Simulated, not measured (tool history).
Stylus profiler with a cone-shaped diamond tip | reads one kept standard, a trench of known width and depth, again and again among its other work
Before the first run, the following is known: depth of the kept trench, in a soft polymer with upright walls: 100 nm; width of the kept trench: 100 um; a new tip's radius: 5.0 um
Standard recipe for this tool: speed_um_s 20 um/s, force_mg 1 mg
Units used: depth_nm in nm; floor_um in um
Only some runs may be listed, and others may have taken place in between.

{"run": 1, "day": 0.0, "speed_um_s": 20, "force_mg": 1, "depth_nm": 100.81, "floor_um": 97.61}
{"run": 2, "day": 0.662, "speed_um_s": 20, "force_mg": 1, "depth_nm": 100.82, "floor_um": 97.63}
{"run": 3, "day": 1.775, "speed_um_s": 20, "force_mg": 1, "depth_nm": 100.8, "floor_um": 97.6}
{"run": 4, "day": 2.496, "speed_um_s": 20, "force_mg": 1, "depth_nm": 100.77, "floor_um": 97.57}
{"run": 5, "day": 3.75, "speed_um_s": 20, "force_mg": 0.43, "depth_nm": 100.5, "floor_um": 97.53}
{"run": 6, "day": 4.608, "speed_um_s": 20, "force_mg": 1, "depth_nm": 100.82, "floor_um": 97.58}
{"run": 7, "day": 5.475, "speed_um_s": 8, "force_mg": 1, "depth_nm": 100.86, "floor_um": 97.64}
{"run": 8, "day": 6.533, "speed_um_s": 8, "force_mg": 1, "depth_nm": 100.89, "floor_um": 97.62}
{"run": 9, "day": 7.346, "speed_um_s": 8, "force_mg": 1, "depth_nm": 100.92, "floor_um": 97.63}
{"run": 10, "day": 7.988, "speed_um_s": 8, "force_mg": 1, "depth_nm": 100.89, "floor_um": 97.64}
{"run": 11, "day": 8.558, "speed_um_s": 43, "force_mg": 1.7, "depth_nm": 101.17, "floor_um": 97.46}
{"run": 12, "day": 9.221, "speed_um_s": 17, "force_mg": 0.86, "depth_nm": 100.81, "floor_um": 97.59}
{"run": 13, "day": 10.467, "speed_um_s": 30, "force_mg": 1.62, "depth_nm": 101.2, "floor_um": 97.49}
{"run": 14, "day": 11.321, "speed_um_s": 30, "force_mg": 1.62, "depth_nm": 101.15, "floor_um": 97.45}
{"run": 15, "day": 12.533, "speed_um_s": 30, "force_mg": 1.62, "depth_nm": 101.19, "floor_um": 97.48}
{"run": 16, "day": 13.683, "speed_um_s": 30, "force_mg": 1.62, "depth_nm": 101.2, "floor_um": 97.44}

Below are 4 alternative next runs, each starting from the tool's condition after run 16. Predict each:
{"run": "A", "day": 14.371, "speed_um_s": 15, "force_mg": 1.52, "depth_nm": "?", "floor_um": "?"}
{"run": "B", "day": 14.371, "speed_um_s": 20, "force_mg": 2.52, "depth_nm": "?", "floor_um": "?"}
{"run": "C", "day": 14.371, "speed_um_s": 20, "force_mg": 1.35, "depth_nm": "?", "floor_um": "?"}
{"run": "D", "day": 14.371, "speed_um_s": 24, "force_mg": 1, "depth_nm": "?", "floor_um": "?"}

run=A depth_nm=101.24 floor_um=97.59
run=B depth_nm=101.56 floor_um=97.54
run=C depth_nm=101.1 floor_um=97.47
run=D depth_nm=100.93 floor_um=97.47
The same runs, with their run-to-run variation unchanged, on a tool lacking any hidden condition would have given:
run=A depth_nm=101.04 floor_um=97.96
run=B depth_nm=101.36 floor_um=97.9
run=C depth_nm=100.9 floor_um=97.84
run=D depth_nm=100.73 floor_um=97.83
